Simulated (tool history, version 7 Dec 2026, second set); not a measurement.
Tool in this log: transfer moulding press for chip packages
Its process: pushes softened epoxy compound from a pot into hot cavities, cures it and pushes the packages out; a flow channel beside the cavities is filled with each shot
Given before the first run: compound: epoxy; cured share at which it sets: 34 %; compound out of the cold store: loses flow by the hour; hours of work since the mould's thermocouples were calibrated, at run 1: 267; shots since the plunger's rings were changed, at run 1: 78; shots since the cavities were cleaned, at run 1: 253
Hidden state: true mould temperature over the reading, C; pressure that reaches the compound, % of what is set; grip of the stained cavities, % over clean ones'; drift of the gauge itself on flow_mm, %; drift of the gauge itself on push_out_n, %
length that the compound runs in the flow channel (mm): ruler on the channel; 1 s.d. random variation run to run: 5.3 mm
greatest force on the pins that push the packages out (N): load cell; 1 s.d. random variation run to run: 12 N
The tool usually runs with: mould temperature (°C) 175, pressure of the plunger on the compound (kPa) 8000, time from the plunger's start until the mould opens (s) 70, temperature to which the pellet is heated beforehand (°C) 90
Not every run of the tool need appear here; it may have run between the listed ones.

run,day,mould temperature (°C),pressure of the plunger on the compound (kPa),time from the plunger's start until the mould opens (s),temperature to which the pellet is heated beforehand (°C),hours of work since the mould's thermocouples were calibrated,shots since the plunger's rings were changed,shots since the cavities were cleaned,incoming compound's hours out of the cold store,length that the compound runs in the flow channel (mm),greatest force on the pins that push the packages out (N)
1,0,175,8000,70,90,267,78,253,10.4,749,847
# day 1.421: cavities cleaned with cleaning compound and waxed
2,3.104,175,8000,70,90,313,1111,571,41.2,624,953
# day 3.679: cavities cleaned with cleaning compound and waxed
3,5.129,175,8000,70,90,342,1776,492,33.2,638,975
# day 6.129: cavities cleaned with cleaning compound and waxed
4,7.112,175,8000,77,90,370,2427,333,36.7,625,721
# day 8.35: cavities cleaned with cleaning compound and waxed
5,10.338,175,8000,77,90,418,3500,674,41.1,602,873
# day 10.562: cavities cleaned with cleaning compound and waxed
6,11.983,175,8000,77,90,441,4036,482,34.1,614,807
# day 12.875: cavities cleaned with cleaning compound and waxed
7,14.454,175,9500,77,90,477,4853,535,41.9,624,865
# day 15.212: cavities cleaned with cleaning compound and waxed
8,16.208,175,8000,70,90,502,5427,337,37.8,582,855
# day 17.633: cavities cleaned with cleaning compound and waxed
9,17.975,175,8000,70,90,528,6005,115,19.6,632,738
# day 20.046: cavities cleaned with cleaning compound and waxed
# day 20.679: plunger's sealing rings changed
10,21.825,175,6570,70,90,583,389,569,46.1,558,992
# day 22.45: cavities cleaned with cleaning compound and waxed
# day 24.5: mould's thermocouples calibrated
# day 24.725: cavities cleaned with cleaning compound and waxed
11,25.033,175,8000,70,90,7,1406,104,11.2,733,655
# day 26.975: cavities cleaned with cleaning compound and waxed
12,27.838,175,8860,65,96,48,2336,292,43.6,628,918
# day 29.212: cavities cleaned with cleaning compound and waxed
13,30.758,183,6690,72,85,91,3306,524,42.7,520,739
# day 31.4: cavities cleaned with cleaning compound and waxed
# day 33.683: cavities cleaned with cleaning compound and waxed
14,34.342,175,8000,70,87,142,4479,224,45.4,568,762

Run 15 is up next; what results do you expect?
# day 35.95: cavities cleaned with cleaning compound and waxed
15,37.492,170,8000,70,87,188,5526,524,36.9,?,?

{"run 15": {"length that the compound runs in the flow channel (mm)": 586, "greatest force on the pins that push the packages out (N)": 1403}}
On a tool with no hidden condition, and with the same random variation, this run would have come out at length that the compound runs in the flow channel (mm) 664, greatest force on the pins that push the packages out (N) 724.
